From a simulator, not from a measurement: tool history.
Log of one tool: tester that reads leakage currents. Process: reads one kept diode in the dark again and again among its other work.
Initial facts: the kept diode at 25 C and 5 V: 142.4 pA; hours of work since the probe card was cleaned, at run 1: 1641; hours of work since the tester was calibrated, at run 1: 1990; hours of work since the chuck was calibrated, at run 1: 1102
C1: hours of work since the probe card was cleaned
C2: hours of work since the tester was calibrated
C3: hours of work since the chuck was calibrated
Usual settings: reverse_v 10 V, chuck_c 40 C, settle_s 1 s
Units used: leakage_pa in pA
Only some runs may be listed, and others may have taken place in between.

{"run": 1, "day": 0.0, "reverse_v": 10, "chuck_c": 40, "settle_s": 1, "C1": 1641, "C2": 1990, "C3": 1102, "leakage_pa": 534.59}
{"run": 2, "day": 1.338, "reverse_v": 10, "chuck_c": 40, "settle_s": 1, "C1": 1666, "C2": 2015, "C3": 1128, "leakage_pa": 533.57}
{"run": 3, "day": 2.858, "reverse_v": 10, "chuck_c": 40, "settle_s": 1, "C1": 1695, "C2": 2044, "C3": 1157, "leakage_pa": 532.15}
{"run": 4, "day": 3.979, "reverse_v": 10, "chuck_c": 40, "settle_s": 1, "C1": 1717, "C2": 2066, "C3": 1178, "leakage_pa": 532.51}
{"run": 5, "day": 5.708, "reverse_v": 10, "chuck_c": 40, "settle_s": 1, "C1": 1750, "C2": 2099, "C3": 1211, "leakage_pa": 532.8}
{"day": 7.096, "done": "chuck's temperature calibrated"}
{"run": 6, "day": 7.1, "reverse_v": 10, "chuck_c": 40, "settle_s": 1, "C1": 1775, "C2": 2124, "C3": 0, "leakage_pa": 565.85}
{"run": 7, "day": 9.454, "reverse_v": 10, "chuck_c": 40, "settle_s": 1, "C1": 1820, "C2": 2169, "C3": 45, "leakage_pa": 565.6}
{"run": 8, "day": 11.562, "reverse_v": 10, "chuck_c": 40, "settle_s": 1, "C1": 1860, "C2": 2209, "C3": 85, "leakage_pa": 563.65}
{"run": 9, "day": 13.712, "reverse_v": 10, "chuck_c": 40, "settle_s": 1, "C1": 1901, "C2": 2250, "C3": 126, "leakage_pa": 561.2}
{"run": 10, "day": 15.138, "reverse_v": 13.8, "chuck_c": 40, "settle_s": 1, "C1": 1928, "C2": 2277, "C3": 153, "leakage_pa": 649.1}
{"run": 11, "day": 16.567, "reverse_v": 6.1, "chuck_c": 40, "settle_s": 1, "C1": 1955, "C2": 2304, "C3": 181, "leakage_pa": 443.61}
{"run": 12, "day": 18.417, "reverse_v": 6.1, "chuck_c": 40, "settle_s": 1, "C1": 1991, "C2": 2340, "C3": 216, "leakage_pa": 440.25}
{"run": 13, "day": 20.488, "reverse_v": 10, "chuck_c": 40, "settle_s": 1, "C1": 2030, "C2": 2379, "C3": 256, "leakage_pa": 557.66}
{"run": 14, "day": 21.621, "reverse_v": 10, "chuck_c": 40, "settle_s": 1, "C1": 2052, "C2": 2401, "C3": 277, "leakage_pa": 557.74}
{"run": 15, "day": 23.621, "reverse_v": 10, "chuck_c": 40, "settle_s": 1, "C1": 2090, "C2": 2439, "C3": 315, "leakage_pa": 554.93}
{"run": 16, "day": 25.35, "reverse_v": 10, "chuck_c": 40, "settle_s": 7.05, "C1": 2123, "C2": 2472, "C3": 348, "leakage_pa": 552.96}
{"run": 17, "day": 26.717, "reverse_v": 10, "chuck_c": 40, "settle_s": 7.05, "C1": 2149, "C2": 2498, "C3": 375, "leakage_pa": 551.82}
{"run": 18, "day": 28.821, "reverse_v": 10, "chuck_c": 40, "settle_s": 7.05, "C1": 2189, "C2": 2538, "C3": 415, "leakage_pa": 552.52}
{"run": 19, "day": 30.0, "reverse_v": 10.7, "chuck_c": 40, "settle_s": 1, "C1": 2212, "C2": 2561, "C3": 437, "leakage_pa": 574.03}
{"run": 20, "day": 31.162, "reverse_v": 10.7, "chuck_c": 40, "settle_s": 1, "C1": 2234, "C2": 2583, "C3": 459, "leakage_pa": 571.98}
{"run": 21, "day": 32.225, "reverse_v": 2.7, "chuck_c": 40, "settle_s": 7.01, "C1": 2254, "C2": 2603, "C3": 480, "leakage_pa": 297.25}
{"run": 22, "day": 33.308, "reverse_v": 3.8, "chuck_c": 40, "settle_s": 6.36, "C1": 2275, "C2": 2624, "C3": 500, "leakage_pa": 349.18}
{"run": 23, "day": 34.929, "reverse_v": 3.8, "chuck_c": 40, "settle_s": 3.96, "C1": 2306, "C2": 2655, "C3": 531, "leakage_pa": 350.93}
{"run": 24, "day": 37.079, "reverse_v": 3.8, "chuck_c": 40, "settle_s": 4.11, "C1": 2347, "C2": 2696, "C3": 572, "leakage_pa": 347.99}
{"run": 25, "day": 39.617, "reverse_v": 10, "chuck_c": 40, "settle_s": 3.54, "C1": 2395, "C2": 2745, "C3": 621, "leakage_pa": 550.6}
{"run": 26, "day": 40.958, "reverse_v": 10, "chuck_c": 39, "settle_s": 9.57, "C1": 2421, "C2": 2770, "C3": 646, "leakage_pa": 512.77}
{"run": 27, "day": 43.458, "reverse_v": 10, "chuck_c": 38, "settle_s": 1, "C1": 2469, "C2": 2818, "C3": 694, "leakage_pa": 480.86}
{"day": 45.654, "done": "tester calibrated"}
{"run": 28, "day": 46.05, "reverse_v": 3.2, "chuck_c": 52, "settle_s": 8.25, "C1": 2517, "C2": 8, "C3": 742, "leakage_pa": 689.98}
{"run": 29, "day": 48.05, "reverse_v": 1.2, "chuck_c": 23, "settle_s": 5.93, "C1": 2555, "C2": 46, "C3": 780, "leakage_pa": 62.56}
{"run": 30, "day": 49.554, "reverse_v": 1.1, "chuck_c": 26, "settle_s": 1.85, "C1": 2583, "C2": 74, "C3": 809, "leakage_pa": 74.4}
{"run": 31, "day": 50.679, "reverse_v": 1.1, "chuck_c": 26, "settle_s": 1.85, "C1": 2605, "C2": 96, "C3": 830, "leakage_pa": 74.23}
{"run": 32, "day": 53.017, "reverse_v": 4, "chuck_c": 26, "settle_s": 1.85, "C1": 2650, "C2": 141, "C3": 875, "leakage_pa": 137.63}
{"run": 33, "day": 54.975, "reverse_v": 4, "chuck_c": 26, "settle_s": 1.85, "C1": 2687, "C2": 178, "C3": 912, "leakage_pa": 136.94}
{"run": 34, "day": 56.962, "reverse_v": 2, "chuck_c": 39, "settle_s": 1, "C1": 2725, "C2": 216, "C3": 950, "leakage_pa": 239.84}
{"run": 35, "day": 58.517, "reverse_v": 3.6, "chuck_c": 40, "settle_s": 1.53, "C1": 2755, "C2": 246, "C3": 980, "leakage_pa": 336.34}
{"run": 36, "day": 59.783, "reverse_v": 1.2, "chuck_c": 28, "settle_s": 1.53, "C1": 2779, "C2": 270, "C3": 1004, "leakage_pa": 88.53}
{"run": 37, "day": 61.588, "reverse_v": 1.2, "chuck_c": 28, "settle_s": 1.53, "C1": 2813, "C2": 304, "C3": 1039, "leakage_pa": 88.12}
{"run": 38, "day": 64.142, "reverse_v": 1.4, "chuck_c": 52, "settle_s": 3.38, "C1": 2862, "C2": 353, "C3": 1087, "leakage_pa": 462.28}

5 options for the next run, each taken on its own from the tool as it stands now. Forecast them:
{"run": "A", "day": 66.096, "reverse_v": 8.4, "chuck_c": 38, "settle_s": 9.2, "C1": 2899, "C2": 390, "C3": 1125, "leakage_pa": "?"}
{"run": "B", "day": 66.096, "reverse_v": 10, "chuck_c": 22, "settle_s": 1, "C1": 2899, "C2": 390, "C3": 1125, "leakage_pa": "?"}
{"run": "C", "day": 66.096, "reverse_v": 4, "chuck_c": 30, "settle_s": 6.85, "C1": 2899, "C2": 390, "C3": 1125, "leakage_pa": "?"}
{"run": "D", "day": 66.096, "reverse_v": 14.3, "chuck_c": 40, "settle_s": 0.38, "C1": 2899, "C2": 390, "C3": 1125, "leakage_pa": "?"}
{"run": "E", "day": 66.096, "reverse_v": 18.6, "chuck_c": 27, "settle_s": 1.2, "C1": 2899, "C2": 390, "C3": 1125, "leakage_pa": "?"}

run=A leakage_pa=436.6
run=B leakage_pa=162.32
run=C leakage_pa=178.08
run=D leakage_pa=649.66
run=E leakage_pa=311.02
Stripped of hidden state, with their random variation kept, the same runs would have yielded:
run=A leakage_pa=449.89
run=B leakage_pa=159.22
run=C leakage_pa=183.3
run=D leakage_pa=666.2
run=E leakage_pa=305.26

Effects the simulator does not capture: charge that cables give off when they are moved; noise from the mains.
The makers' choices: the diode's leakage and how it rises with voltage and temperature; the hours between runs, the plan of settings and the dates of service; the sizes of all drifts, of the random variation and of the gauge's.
